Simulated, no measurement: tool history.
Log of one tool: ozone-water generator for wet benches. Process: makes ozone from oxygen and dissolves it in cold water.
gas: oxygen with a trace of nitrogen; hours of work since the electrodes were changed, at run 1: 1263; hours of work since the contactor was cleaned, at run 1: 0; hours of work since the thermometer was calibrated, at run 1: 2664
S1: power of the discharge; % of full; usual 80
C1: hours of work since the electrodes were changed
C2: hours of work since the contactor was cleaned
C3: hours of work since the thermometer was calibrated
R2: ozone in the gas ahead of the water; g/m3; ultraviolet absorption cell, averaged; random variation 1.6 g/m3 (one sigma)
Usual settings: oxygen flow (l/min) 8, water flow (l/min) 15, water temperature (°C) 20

Run 1, day 0: usual settings; C1 1263; C2 0; C3 2664. Result: dissolved ozone (ppm) 34.4, R2 288 g/m3.
Run 2, day 3.979: usual settings but S1 48 % of full; C1 1347; C2 84; C3 2748. Result: dissolved ozone (ppm) 22.9, R2 193.9 g/m3.
Run 3, day 6.183: usual settings but S1 48 % of full; C1 1394; C2 131; C3 2795. Result: dissolved ozone (ppm) 23.1, R2 193.4 g/m3.
Run 4, day 8.158: usual settings but S1 48 % of full; C1 1436; C2 173; C3 2837. Result: dissolved ozone (ppm) 23.2, R2 192.7 g/m3.
Run 5, day 12.204: usual settings but S1 48 % of full; C1 1522; C2 258; C3 2922. Result: dissolved ozone (ppm) 23, R2 193.6 g/m3.
Run 6, day 14.662: usual settings but S1 48 % of full; C1 1573; C2 310; C3 2974. Result: dissolved ozone (ppm) 22.8, R2 192 g/m3.
Run 7, day 17.488: usual settings but S1 48 % of full; C1 1633; C2 370; C3 3034. Result: dissolved ozone (ppm) 22.5, R2 189.9 g/m3.
Run 8, day 20.079: usual settings but S1 48 % of full; C1 1688; C2 425; C3 3089. Result: dissolved ozone (ppm) 22.5, R2 189.7 g/m3.
Run 9, day 22.421: usual settings but S1 48 % of full, water temperature (°C) 16; C1 1738; C2 474; C3 3139. Result: dissolved ozone (ppm) 24.3, R2 190.7 g/m3.
Run 10, day 25.638: usual settings; C1 1806; C2 542; C3 3207. Result: dissolved ozone (ppm) 32.5, R2 278.3 g/m3.
Run 11, day 28.717: usual settings; C1 1871; C2 608; C3 3272. Result: dissolved ozone (ppm) 32.6, R2 273.7 g/m3.
Run 12, day 31.758: usual settings; C1 1935; C2 672; C3 3336. Result: dissolved ozone (ppm) 32, R2 272.8 g/m3.
At day 32.104: water thermometer calibrated.
Run 13, day 34.446: usual settings; C1 1992; C2 728; C3 50. Result: dissolved ozone (ppm) 32.1, R2 273 g/m3.
Run 14, day 37.167: usual settings; C1 2049; C2 786; C3 107. Result: dissolved ozone (ppm) 31.8, R2 271.1 g/m3.
Run 15, day 39.879: usual settings; C1 2107; C2 843; C3 165. Result: dissolved ozone (ppm) 31.9, R2 274 g/m3.
Run 16, day 42.525: usual settings but S1 68 % of full, oxygen flow (l/min) 10.9, water temperature (°C) 24; C1 2163; C2 899; C3 220. Result: dissolved ozone (ppm) 24.4, R2 209 g/m3.
At day 45.638: water thermometer calibrated, once more.
Run 17, day 45.638: usual settings but S1 68 % of full, oxygen flow (l/min) 10.56, water temperature (°C) 24; C1 2228; C2 965; C3 0. Result: dissolved ozone (ppm) 24.9, R2 210.9 g/m3.
Run 18, day 49.133: usual settings but S1 54 % of full, oxygen flow (l/min) 8.9, water flow (l/min) 17, water temperature (°C) 22; C1 2302; C2 1039; C3 74. Result: dissolved ozone (ppm) 20.6, R2 190.8 g/m3.
Run 19, day 51.804: usual settings but S1 40 % of full, oxygen flow (l/min) 8.9, water flow (l/min) 17, water temperature (°C) 21; C1 2358; C2 1095; C3 130. Result: dissolved ozone (ppm) 17.1, R2 153.7 g/m3.
Run 20, day 55.588: usual settings but S1 40 % of full, oxygen flow (l/min) 8.9, water flow (l/min) 17, water temperature (°C) 21; C1 2438; C2 1175; C3 211. Result: dissolved ozone (ppm) 16.8, R2 154.9 g/m3.
Run 21, day 58.233: usual settings but S1 40 % of full, oxygen flow (l/min) 8.9, water flow (l/min) 17, water temperature (°C) 21; C1 2494; C2 1231; C3 267. Result: dissolved ozone (ppm) 16.9, R2 154.1 g/m3.
Run 22, day 61.933: usual settings but S1 40 % of full, oxygen flow (l/min) 8.9, water flow (l/min) 17, water temperature (°C) 21; C1 2573; C2 1309; C3 345. Result: dissolved ozone (ppm) 16.5, R2 154.1 g/m3.
Run 23, day 64.921: usual settings but oxygen flow (l/min) 7.91, water temperature (°C) 22; C1 2636; C2 1373; C3 408. Result: dissolved ozone (ppm) 29.4, R2 261 g/m3.
Run 24, day 66.679: usual settings but S1 54 % of full, oxygen flow (l/min) 11.73, water temperature (°C) 22; C1 2673; C2 1410; C3 445. Result: dissolved ozone (ppm) 21, R2 165.1 g/m3.
Run 25, day 68.762: usual settings but S1 54 % of full, oxygen flow (l/min) 11.73, water temperature (°C) 22; C1 2717; C2 1454; C3 489. Result: dissolved ozone (ppm) 21.1, R2 164.5 g/m3.
Run 26, day 71.033: usual settings but S1 54 % of full, oxygen flow (l/min) 11.73, water temperature (°C) 22; C1 2765; C2 1502; C3 537. Result: dissolved ozone (ppm) 21, R2 165.8 g/m3.
Run 27, day 74.1: usual settings but S1 81 % of full, oxygen flow (l/min) 11.73, water temperature (°C) 22; C1 2830; C2 1567; C3 602. Result: dissolved ozone (ppm) 27.4, R2 217.5 g/m3.

5 ways to go on from here, each from the tool as it stands after run 27. What would each give?
Run A, day 76.104: usual settings but S1 77 % of full, oxygen flow (l/min) 4.97, water temperature (°C) 22; C1 2872; C2 1609; C3 645. Result: dissolved ozone (ppm) ?, R2 ?.
Run B, day 76.104: usual settings but oxygen flow (l/min) 5.62, water flow (l/min) 9; C1 2872; C2 1609; C3 645. Result: dissolved ozone (ppm) ?, R2 ?.
Run C, day 76.104: usual settings but water flow (l/min) 12; C1 2872; C2 1609; C3 645. Result: dissolved ozone (ppm) ?, R2 ?.
Run D, day 76.104: usual settings but oxygen flow (l/min) 8.91; C1 2872; C2 1609; C3 645. Result: dissolved ozone (ppm) ?, R2 ?.
Run E, day 76.104: usual settings but S1 81 % of full, oxygen flow (l/min) 8.74, water flow (l/min) 17, water temperature (°C) 22; C1 2872; C2 1609; C3 645. Result: dissolved ozone (ppm) ?, R2 ?.

run  dissolved ozone (ppm)     R2
  A                     29  309.4
  B                   45.1    301
  C                   35.3  256.6
  D                   29.7  244.5
  E                   26.1    247
Without the tool's hidden state the same runs would have given:
run  dissolved ozone (ppm)     R2
  A                   36.1    374
  B                   56.1  365.6
  C                     44  311.6
  D                   37.1  297.1
  E                   32.7  300.6

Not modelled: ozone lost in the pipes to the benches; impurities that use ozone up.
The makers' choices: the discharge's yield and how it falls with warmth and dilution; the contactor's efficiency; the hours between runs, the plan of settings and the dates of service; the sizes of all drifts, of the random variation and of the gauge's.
